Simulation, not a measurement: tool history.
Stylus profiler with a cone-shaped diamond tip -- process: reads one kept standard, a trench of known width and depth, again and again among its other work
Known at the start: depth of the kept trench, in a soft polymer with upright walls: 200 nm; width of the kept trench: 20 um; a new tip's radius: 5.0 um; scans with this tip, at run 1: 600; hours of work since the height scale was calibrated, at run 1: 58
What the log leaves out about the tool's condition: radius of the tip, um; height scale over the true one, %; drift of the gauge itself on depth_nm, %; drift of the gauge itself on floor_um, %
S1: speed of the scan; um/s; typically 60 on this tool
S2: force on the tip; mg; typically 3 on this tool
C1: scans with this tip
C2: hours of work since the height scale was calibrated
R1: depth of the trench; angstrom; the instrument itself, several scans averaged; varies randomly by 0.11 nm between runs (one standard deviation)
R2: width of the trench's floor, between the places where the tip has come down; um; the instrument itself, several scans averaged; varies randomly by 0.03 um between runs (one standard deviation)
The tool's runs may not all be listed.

{"run": 1, "hour": 0.0, "S1": 60, "S2": 3, "C1": 600, "C2": 58, "R1": 2016.5, "R2": 16.84}
{"run": 2, "hour": 20.4, "S1": 60, "S2": 3, "C1": 723, "C2": 69, "R1": 2016.7, "R2": 16.77}
{"run": 3, "hour": 65.6, "S1": 60, "S2": 3, "C1": 995, "C2": 95, "R1": 2017.2, "R2": 16.71}
{"run": 4, "hour": 99.2, "S1": 30, "S2": 3, "C1": 1197, "C2": 115, "R1": 2015.9, "R2": 16.74}
{"run": 5, "hour": 140.4, "S1": 30, "S2": 3, "C1": 1444, "C2": 139, "R1": 2015.6, "R2": 16.73}
{"run": 6, "hour": 161.6, "S1": 30, "S2": 3, "C1": 1571, "C2": 151, "R1": 2018, "R2": 16.71}
{"run": 7, "hour": 207.0, "S1": 60, "S2": 3, "C1": 1844, "C2": 177, "R1": 2014.4, "R2": 16.52}
{"run": 8, "hour": 256.7, "S1": 60, "S2": 3, "C1": 2143, "C2": 206, "R1": 2015.4, "R2": 16.44}
{"run": 9, "hour": 297.9, "S1": 60, "S2": 3, "C1": 2391, "C2": 229, "R1": 2016, "R2": 16.41}
{"run": 10, "hour": 328.7, "S1": 60, "S2": 3, "C1": 2576, "C2": 247, "R1": 2014.8, "R2": 16.38}
{"run": 11, "hour": 359.7, "S1": 60, "S2": 1.29, "C1": 2762, "C2": 265, "R1": 2009.6, "R2": 16.2}
{"run": 12, "hour": 407.2, "S1": 50, "S2": 1.29, "C1": 3048, "C2": 292, "R1": 2009.4, "R2": 16.22}
{"run": 13, "hour": 452.7, "S1": 50, "S2": 1.29, "C1": 3321, "C2": 319, "R1": 2008.4, "R2": 16.12}
{"run": 14, "hour": 482.3, "S1": 187, "S2": 1.29, "C1": 3499, "C2": 336, "R1": 2008.4, "R2": 15.21}
{"run": 15, "hour": 507.3, "S1": 60, "S2": 3, "C1": 3649, "C2": 350, "R1": 2013.7, "R2": 16.16}
{"run": 16, "hour": 554.0, "S1": 60, "S2": 3, "C1": 3930, "C2": 377, "R1": 2015.6, "R2": 16.07}
{"run": 17, "hour": 585.4, "S1": 196, "S2": 3, "C1": 4118, "C2": 395, "R1": 2014.6, "R2": 15.54}
{"run": 18, "hour": 618.0, "S1": 196, "S2": 3, "C1": 4314, "C2": 414, "R1": 2015.1, "R2": 15.46}
{"run": 19, "hour": 664.4, "S1": 196, "S2": 3, "C1": 4593, "C2": 441, "R1": 2013.6, "R2": 15.35}
{"run": 20, "hour": 694.5, "S1": 120, "S2": 1.82, "C1": 4774, "C2": 458, "R1": 2009.4, "R2": 15.58}
{"run": 21, "hour": 731.3, "S1": 87, "S2": 1.56, "C1": 4995, "C2": 479, "R1": 2008.6, "R2": 15.69}
{"run": 22, "hour": 762.0, "S1": 161, "S2": 1.05, "C1": 5180, "C2": 497, "R1": 2007.2, "R2": 14.95}
{"run": 23, "hour": 797.7, "S1": 60, "S2": 1.01, "C1": 5394, "C2": 518, "R1": 2005.1, "R2": 15.68}
{"run": 24, "hour": 845.3, "S1": 60, "S2": 1.01, "C1": 5680, "C2": 545, "R1": 2004.4, "R2": 15.6}
{"run": 25, "hour": 889.9, "S1": 148, "S2": 7.64, "C1": 5948, "C2": 571, "R1": 2029.5, "R2": 15.58}
{"run": 26, "hour": 933.5, "S1": 20, "S2": 1.92, "C1": 6210, "C2": 596, "R1": 2009.4, "R2": 15.79}
{"run": 27, "hour": 964.6, "S1": 20, "S2": 1.92, "C1": 6397, "C2": 614, "R1": 2008.2, "R2": 15.83}
{"run": 28, "hour": 984.7, "S1": 23, "S2": 5.49, "C1": 6518, "C2": 625, "R1": 2022.1, "R2": 15.83}
{"run": 29, "hour": 1031.6, "S1": 84, "S2": 3, "C1": 6800, "C2": 652, "R1": 2014.8, "R2": 15.5}
{"run": 30, "hour": 1056.4, "S1": 51, "S2": 2.37, "C1": 6949, "C2": 667, "R1": 2010.1, "R2": 15.6}
{"run": 31, "hour": 1105.1, "S1": 195, "S2": 4.68, "C1": 7241, "C2": 695, "R1": 2020.6, "R2": 15.11}
{"run": 32, "hour": 1129.6, "S1": 195, "S2": 4.32, "C1": 7388, "C2": 709, "R1": 2017.7, "R2": 15.08}
{"run": 33, "hour": 1159.1, "S1": 43, "S2": 3.54, "C1": 7566, "C2": 726, "R1": 2014.1, "R2": 15.61}
{"run": 34, "hour": 1183.5, "S1": 189, "S2": 3.82, "C1": 7713, "C2": 740, "R1": 2016.3, "R2": 15.01}
{"run": 35, "hour": 1210.9, "S1": 189, "S2": 3.82, "C1": 7877, "C2": 756, "R1": 2015, "R2": 14.92}

Below are 3 alternative next runs, each starting from the tool's condition after run 35. Predict each:
{"run": "A", "hour": 1235.5, "S1": 46, "S2": 2.89, "C1": 8025, "C2": 770, "R1": "?", "R2": "?"}
{"run": "B", "hour": 1235.5, "S1": 80, "S2": 3, "C1": 8025, "C2": 770, "R1": "?", "R2": "?"}
{"run": "C", "hour": 1235.5, "S1": 71, "S2": 1.71, "C1": 8025, "C2": 770, "R1": "?", "R2": "?"}

run=A R1=2013.9 R2=15.42
run=B R1=2013.6 R2=15.33
run=C R1=2007.4 R2=15.27
Had the tool no hidden state, the same runs would have come out as:
run=A R1=2018.4 R2=16.96
run=B R1=2018.2 R2=16.87
run=C R1=2012 R2=16.81

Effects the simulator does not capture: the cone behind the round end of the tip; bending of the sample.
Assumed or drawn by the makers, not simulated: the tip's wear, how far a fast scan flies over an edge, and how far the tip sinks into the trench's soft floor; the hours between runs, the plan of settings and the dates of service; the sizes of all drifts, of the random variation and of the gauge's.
